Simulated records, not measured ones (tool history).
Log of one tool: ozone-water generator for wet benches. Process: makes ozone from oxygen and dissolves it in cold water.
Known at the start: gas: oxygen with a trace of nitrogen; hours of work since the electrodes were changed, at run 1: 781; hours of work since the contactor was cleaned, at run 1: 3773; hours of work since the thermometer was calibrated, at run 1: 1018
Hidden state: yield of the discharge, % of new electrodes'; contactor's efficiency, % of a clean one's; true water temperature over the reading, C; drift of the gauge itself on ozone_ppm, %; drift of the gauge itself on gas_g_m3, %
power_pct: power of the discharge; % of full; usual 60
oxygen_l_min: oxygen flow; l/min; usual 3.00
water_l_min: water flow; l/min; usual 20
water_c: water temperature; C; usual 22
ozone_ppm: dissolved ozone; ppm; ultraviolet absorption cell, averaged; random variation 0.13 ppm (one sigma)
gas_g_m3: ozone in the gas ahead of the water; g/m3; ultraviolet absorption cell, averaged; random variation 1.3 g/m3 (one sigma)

run	hour	power_pct	oxygen_l_min	water_l_min	water_c	hours of work since the electrodes were changed	hours of work since the contactor was cleaned	hours of work since the thermometer was calibrated	ozone_ppm	gas_g_m3
1	0.0	60	3.00	20	22	781	3773	1018	12.2	244.4
2	40.5	60	3.00	12	22	806	3797	1042	18.6	242.5
3	95.5	60	3.00	12	22	839	3831	1076	18.6	244.2
4	159.7	59	3.00	20	22	879	3870	1115	11.5	238.6
5	227.2	59	3.00	20	22	920	3912	1157	11.7	237.8
6	287.0	60	3.00	20	24	957	3948	1193	11.7	238.8
7	331.0	60	3.00	20	24	983	3975	1220	11.5	241.6
# hour 337.6: water thermometer calibrated
8	370.0	60	3.00	20	24	1007	3999	20	11.6	242.1
9	409.4	60	3.00	20	24	1031	4023	44	11.5	241.2
10	446.9	50	3.74	31	22	1054	4046	67	7.0	188.6
11	490.8	44	3.25	20	22	1081	4073	94	9.5	184.4
12	520.4	60	2.77	15	22	1099	4091	112	15.2	248.8
# hour 541.8: water thermometer calibrated, once more
13	582.6	60	2.77	15	22	1137	4128	25	14.9	247.9
14	638.5	60	2.77	15	22	1171	4163	59	15.2	246.3
# hour 657.4: contactor cleaned
15	705.8	60	2.77	15	22	1210	30	98	16.4	248.0
16	768.6	60	4.01	23	22	1248	68	136	11.9	209.3

Forecast each of these 3 alternatives for the next run:
A	803.3	60	1.54	31	17	1269	89	157	?	?
B	803.3	60	4.01	23	17	1269	89	157	?	?
C	803.3	60	3.00	21	15	1269	89	157	?	?

run	ozone_ppm	gas_g_m3
A	6.9	330.8
B	12.5	203.8
C	13.6	238.2
Without the tool's hidden state the same runs would have given:
run	ozone_ppm	gas_g_m3
A	7.3	347.1
B	13.3	213.9
C	14.4	249.8
